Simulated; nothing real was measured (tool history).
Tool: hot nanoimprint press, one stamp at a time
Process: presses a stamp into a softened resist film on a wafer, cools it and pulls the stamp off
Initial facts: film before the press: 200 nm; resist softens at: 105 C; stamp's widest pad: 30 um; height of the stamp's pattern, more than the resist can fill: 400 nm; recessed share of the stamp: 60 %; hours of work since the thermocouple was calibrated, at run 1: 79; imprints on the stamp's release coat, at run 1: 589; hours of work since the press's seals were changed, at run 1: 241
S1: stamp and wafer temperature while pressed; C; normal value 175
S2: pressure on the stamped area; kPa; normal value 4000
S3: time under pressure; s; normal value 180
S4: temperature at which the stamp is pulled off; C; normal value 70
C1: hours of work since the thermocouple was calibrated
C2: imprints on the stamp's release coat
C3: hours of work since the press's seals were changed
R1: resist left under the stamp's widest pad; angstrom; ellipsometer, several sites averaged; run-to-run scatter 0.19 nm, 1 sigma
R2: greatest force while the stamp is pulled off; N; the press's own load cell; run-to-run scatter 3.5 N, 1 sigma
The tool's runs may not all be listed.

| run | day | S1 | S2 | S3 | S4 | C1 | C2 | C3 | R1 | R2 |
|---|---|---|---|---|---|---|---|---|---|---|
| 1 | 0 | 175 | 4000 | 180 | 70 | 79 | 589 | 241 | 883 | 169 |
| 2 | 0.533 | 175 | 4000 | 180 | 70 | 86 | 632 | 249 | 885 | 165 |
| 3 | 0.983 | 175 | 4000 | 180 | 70 | 93 | 669 | 255 | 886 | 169 |
| 4 | 1.417 | 175 | 4000 | 180 | 70 | 99 | 703 | 261 | 882 | 172 |
| 5 | 1.812 | 175 | 4000 | 180 | 61 | 105 | 735 | 267 | 884 | 181 |
| 6 | 2.108 | 175 | 4000 | 174 | 61 | 109 | 759 | 271 | 892 | 175 |
| 7 | 2.671 | 175 | 4000 | 180 | 70 | 117 | 805 | 279 | 884 | 166 |
| 8 | 3.229 | 175 | 4000 | 180 | 70 | 125 | 850 | 287 | 884 | 165 |
| 9 | 3.771 | 175 | 4000 | 180 | 70 | 133 | 893 | 295 | 880 | 167 |
| 10 | 4.029 | 175 | 4000 | 180 | 70 | 137 | 915 | 299 | 883 | 178 |
| 11 | 4.496 | 175 | 4000 | 180 | 70 | 143 | 952 | 305 | 885 | 171 |
| 12 | 4.771 | 175 | 4000 | 180 | 70 | 147 | 974 | 309 | 886 | 163 |
| 13 | 5.083 | 175 | 4000 | 138 | 70 | 152 | 1000 | 314 | 978 | 166 |
| 14 | 5.675 | 175 | 4000 | 138 | 70 | 160 | 1047 | 322 | 976 | 162 |
| 15 | 6.138 | 175 | 4000 | 138 | 70 | 167 | 1085 | 329 | 975 | 171 |
| 16 | 6.525 | 175 | 4000 | 180 | 70 | 172 | 1116 | 334 | 884 | 171 |
| 17 | 7.054 | 186 | 4000 | 180 | 74 | 180 | 1159 | 342 | 620 | 166 |
| 18 | 7.592 | 186 | 4000 | 180 | 74 | 188 | 1202 | 350 | 623 | 156 |
| 19 | 8.171 | 186 | 4000 | 180 | 74 | 196 | 1249 | 358 | 624 | 160 |
|  | 8.538 | stamp cleaned and given a new release coat |
| 20 | 8.708 | 175 | 4000 | 317 | 65 | 200 | 14 | 362 | 703 | 176 |
| 21 | 9.058 | 175 | 3020 | 317 | 65 | 205 | 42 | 367 | 800 | 177 |
| 22 | 9.638 | 169 | 4430 | 317 | 65 | 213 | 89 | 375 | 832 | 171 |
| 23 | 10.096 | 164 | 6100 | 180 | 76 | 220 | 126 | 382 | 1073 | 156 |
| 24 | 10.642 | 175 | 4420 | 180 | 68 | 228 | 170 | 390 | 846 | 169 |
| 25 | 11.121 | 175 | 4420 | 180 | 68 | 234 | 209 | 397 | 843 | 172 |

The next listed run, before its measurement:
| 26 | 11.4 | 175 | 4420 | 180 | 68 | 238 | 231 | 401 | ? | ? |

R1: 846 angstrom
R2: 174 N
Had the tool carried no hidden state, the very same run would have given R1 846 angstrom, R2 174 N.
